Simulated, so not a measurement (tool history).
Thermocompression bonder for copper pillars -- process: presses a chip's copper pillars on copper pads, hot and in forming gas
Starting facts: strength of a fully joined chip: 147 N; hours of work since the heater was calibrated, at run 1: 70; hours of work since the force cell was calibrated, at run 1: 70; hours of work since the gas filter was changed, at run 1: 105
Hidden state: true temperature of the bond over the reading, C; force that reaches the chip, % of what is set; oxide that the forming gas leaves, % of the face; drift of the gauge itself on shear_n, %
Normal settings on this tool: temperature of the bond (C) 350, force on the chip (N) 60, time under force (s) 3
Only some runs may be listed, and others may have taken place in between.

run     day  temperature of the bond (C)  force on the chip (N)  time under force (s)  hours of work since the heater was calibrated  hours of work since the force cell was calibrated  hours of work since the gas filter was changed  force that shears a chip off (N)
  1   0.000                          350                     60                     3                                             70                                                 70                                             105                              53.0
  2   0.900                          350                     60                     3                                             84                                                 84                                             119                              51.8
  3   1.571                          350                     60                     3                                             94                                                 94                                             130                              52.3
  4   2.346                          354                     60                     3                                            107                                                107                                             142                              53.9
  5   3.454                          322                     60                     3                                            124                                                124                                             159                              39.9
  6   4.738                          350                     60                     2                                            144                                                144                                             179                              43.1
  7   5.604                          350                     60                     2                                            158                                                158                                             193                              42.9
  8   6.550                          350                     60                     2                                            173                                                173                                             208                              44.0
  9   8.067                          350                     60                     5                                            196                                                196                                             232                              60.8
 10   9.675                          350                     60                     6                                            222                                                222                                             257                              63.8
 11  10.388                          350                     60                     3                                            233                                                233                                             268                              49.8
 12  11.933                          362                     64                     4                                            257                                                257                                             292                              65.4
 13  13.546                          338                     77                     9                                            282                                                282                                             318                              82.3
     13.712  -- heater calibrated with a thermocouple chip
 14  15.225                          348                     60                     2                                             24                                                307                                             343                              39.2
 15  16.012                          350                     45                     7                                             36                                                320                                             355                              48.7
     16.254  -- forming gas filter changed
     16.742  -- heater calibrated with a thermocouple chip, once more
 16  17.192                          377                     45                     5                                              7                                                337                                              13                              59.0
 17  18.546                          377                     45                     5                                             28                                                358                                              35                              59.9
 18  19.383                          356                     84                     4                                             41                                                371                                              48                              85.0
 19  20.046                          358                     53                     2                                             52                                                382                                              58                              41.6
 20  20.850                          358                     61                     4                                             65                                                394                                              71                              62.6
 21  22.392                          358                     61                     4                                             89                                                418                                              95                              62.7

Branching from run 21: 3 alternative next runs. What would each branch give?
  A  23.504                          350                     52                     3                                            106                                                436                                             113                                 ?
  B  23.504                          323                     55                     4                                            106                                                436                                             113                                 ?
  C  23.504                          361                     58                     2                                            106                                                436                                             113                                 ?

run  force that shears a chip off (N)
  A                              43.7
  B                              40.9
  C                              45.5
Without the tool's unlogged condition, the same runs would have read:
run  force that shears a chip off (N)
  A                              46.3
  B                              43.4
  C                              48.2
